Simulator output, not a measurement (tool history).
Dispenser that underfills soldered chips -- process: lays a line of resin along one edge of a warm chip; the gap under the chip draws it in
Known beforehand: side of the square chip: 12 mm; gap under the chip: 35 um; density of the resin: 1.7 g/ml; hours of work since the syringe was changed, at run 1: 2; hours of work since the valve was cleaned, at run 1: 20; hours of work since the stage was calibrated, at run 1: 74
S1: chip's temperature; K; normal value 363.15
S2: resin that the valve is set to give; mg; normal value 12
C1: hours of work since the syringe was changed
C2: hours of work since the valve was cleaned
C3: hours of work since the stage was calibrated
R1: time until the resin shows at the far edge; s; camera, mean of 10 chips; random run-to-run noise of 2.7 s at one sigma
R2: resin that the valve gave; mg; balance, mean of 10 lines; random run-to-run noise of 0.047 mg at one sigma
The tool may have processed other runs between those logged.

Run 1, hour 0: usual settings; C1 2; C2 20; C3 74. Result: R1 304.9 s, R2 11.97 mg.
At hour 9.1: new syringe of resin.
Run 2, hour 9.1: usual settings; C1 0; C2 25; C3 80. Result: R1 271.5 s, R2 11.9 mg.
Run 3, hour 17.8: usual settings; C1 6; C2 31; C3 85. Result: R1 377.1 s, R2 11.81 mg.
At hour 20.7: new syringe of resin.
Run 4, hour 27.5: usual settings but S1 356.15 K; C1 4; C2 37; C3 91. Result: R1 450.1 s, R2 11.82 mg.
At hour 32.2: new syringe of resin.
Run 5, hour 35: usual settings but S2 14.5 mg; C1 2; C2 42; C3 96. Result: R1 286.8 s, R2 14.27 mg.
Run 6, hour 40: usual settings but S2 14.5 mg; C1 5; C2 45; C3 99. Result: R1 345.7 s, R2 14.15 mg.
At hour 43.7: new syringe of resin.
Run 7, hour 46.2: usual settings but S1 376.15 K; C1 2; C2 49; C3 103. Result: R1 184 s, R2 11.68 mg.
Run 8, hour 52.6: usual settings but S1 376.15 K; C1 6; C2 53; C3 107. Result: R1 235.6 s, R2 11.62 mg.
At hour 55.3: new syringe of resin.
Run 9, hour 57.4: usual settings but S1 356.15 K, S2 11.2 mg; C1 1; C2 56; C3 110. Result: R1 388.2 s, R2 10.9 mg.
Run 10, hour 64.9: usual settings but S1 367.15 K, S2 12.6 mg; C1 6; C2 60; C3 115. Result: R1 331.1 s, R2 12.18 mg.
At hour 67.3: new syringe of resin.
At hour 68.3: dispensing valve cleaned and set on the balance.
Run 11, hour 71.8: usual settings but S1 367.15 K, S2 12.6 mg; C1 2; C2 2; C3 118. Result: R1 258.2 s, R2 12.63 mg.
At hour 79.8: new syringe of resin.
Run 12, hour 81.1: usual settings but S1 373.15 K, S2 15.5 mg; C1 1; C2 8; C3 124. Result: R1 192 s, R2 15.39 mg.
Run 13, hour 88.9: usual settings but S1 373.15 K, S2 15.5 mg; C1 6; C2 13; C3 129. Result: R1 257.2 s, R2 15.33 mg.
At hour 91.3: new syringe of resin.
Run 14, hour 95.2: usual settings but S1 376.15 K, S2 12.8 mg; C1 2; C2 17; C3 133. Result: R1 190 s, R2 12.73 mg.
At hour 103: new syringe of resin.
Run 15, hour 104.7: usual settings but S1 376.15 K, S2 12.8 mg; C1 1; C2 23; C3 139. Result: R1 177.6 s, R2 12.58 mg.
Run 16, hour 108.6: usual settings but S1 350.15 K, S2 11.5 mg; C1 4; C2 25; C3 141. Result: R1 526.3 s, R2 11.33 mg.

3 ways to go on from here, each from the tool as it stands after run 16. What would each give?
Run A, hour 113.4: usual settings but S1 350.15 K, S2 11.7 mg; C1 7; C2 28; C3 144. Result: R1 ?, R2 ?.
Run B, hour 113.4: usual settings but S1 375.15 K, S2 11.1 mg; C1 7; C2 28; C3 144. Result: R1 ?, R2 ?.
Run C, hour 113.4: usual settings but S1 359.15 K, S2 11.5 mg; C1 7; C2 28; C3 144. Result: R1 ?, R2 ?.

run     R1     R2
  A  636.1  11.48
  B  264.7  11.03
  C  448.1  11.37
With no hidden state in the tool, these same runs would have given:
run     R1     R2
  A  438.4  11.66
  B  181.7   11.2
  C  308.4  11.55

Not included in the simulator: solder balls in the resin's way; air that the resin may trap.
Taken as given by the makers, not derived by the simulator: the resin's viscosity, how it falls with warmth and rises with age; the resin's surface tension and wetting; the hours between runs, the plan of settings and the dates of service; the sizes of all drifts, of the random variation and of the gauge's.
